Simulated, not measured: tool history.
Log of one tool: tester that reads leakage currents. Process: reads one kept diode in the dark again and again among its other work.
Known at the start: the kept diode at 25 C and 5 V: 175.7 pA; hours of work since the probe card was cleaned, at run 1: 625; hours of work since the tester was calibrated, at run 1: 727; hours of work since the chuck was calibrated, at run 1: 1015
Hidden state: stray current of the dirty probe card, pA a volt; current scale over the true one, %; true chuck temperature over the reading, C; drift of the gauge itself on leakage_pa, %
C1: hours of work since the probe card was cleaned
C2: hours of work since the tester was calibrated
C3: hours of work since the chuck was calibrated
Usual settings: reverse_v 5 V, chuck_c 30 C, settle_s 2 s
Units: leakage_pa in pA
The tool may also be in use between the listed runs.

run 1 hour=0 | reverse_v=5 chuck_c=30 settle_s=2 | C1=625 C2=727 C3=1015 | leakage_pa=283.91
run 2 hour=46.3 | reverse_v=5 chuck_c=30 settle_s=2 | C1=650 C2=753 C3=1040 | leakage_pa=284.4
run 3 hour=91 | reverse_v=5 chuck_c=30 settle_s=2 | C1=675 C2=777 C3=1065 | leakage_pa=284.81
run 4 hour=119.3 | reverse_v=5 chuck_c=30 settle_s=2 | C1=691 C2=793 C3=1080 | leakage_pa=284.16
run 5 hour=165.2 | reverse_v=5 chuck_c=30 settle_s=2 | C1=716 C2=818 C3=1106 | leakage_pa=284.17
run 6 hour=195 | reverse_v=5 chuck_c=30 settle_s=2 | C1=732 C2=835 C3=1122 | leakage_pa=284.16
run 7 hour=240.9 | reverse_v=5 chuck_c=30 settle_s=2 | C1=758 C2=860 C3=1147 | leakage_pa=284.04
run 8 hour=289.2 | reverse_v=9.65 chuck_c=30 settle_s=2 | C1=784 C2=887 C3=1174 | leakage_pa=395.82
run 9 hour=313.9 | reverse_v=8 chuck_c=30 settle_s=6.48 | C1=798 C2=900 C3=1188 | leakage_pa=358.27
run 10 hour=343.5 | reverse_v=8 chuck_c=30 settle_s=6.48 | C1=814 C2=917 C3=1204 | leakage_pa=359.05
run 11 hour=374.2 | reverse_v=8 chuck_c=30 settle_s=6.48 | C1=831 C2=933 C3=1221 | leakage_pa=359.02
run 12 hour=416.5 | reverse_v=6.48 chuck_c=24 settle_s=8.85 | C1=854 C2=957 C3=1244 | leakage_pa=195.26
run 13 hour=456 | reverse_v=6.48 chuck_c=24 settle_s=8.85 | C1=876 C2=979 C3=1266 | leakage_pa=195.75
run 14 hour=499.9 | reverse_v=5 chuck_c=30 settle_s=0.99 | C1=900 C2=1003 C3=1290 | leakage_pa=287.75

3 ways to go on from here, each from the tool as it stands after run 14. What would each give?
run A hour=530.9 | reverse_v=5 chuck_c=59 settle_s=3.51 | C1=917 C2=1020 C3=1307 | leakage_pa=?
run B hour=530.9 | reverse_v=19.56 chuck_c=29 settle_s=2 | C1=917 C2=1020 C3=1307 | leakage_pa=?
run C hour=530.9 | reverse_v=5 chuck_c=22 settle_s=1.86 | C1=917 C2=1020 C3=1307 | leakage_pa=?

run=A leakage_pa=2660.01
run=B leakage_pa=520.23
run=C leakage_pa=145.07
Without the tool's hidden state the same runs would have given:
run=A leakage_pa=2561.63
run=B leakage_pa=482.82
run=C leakage_pa=134.77
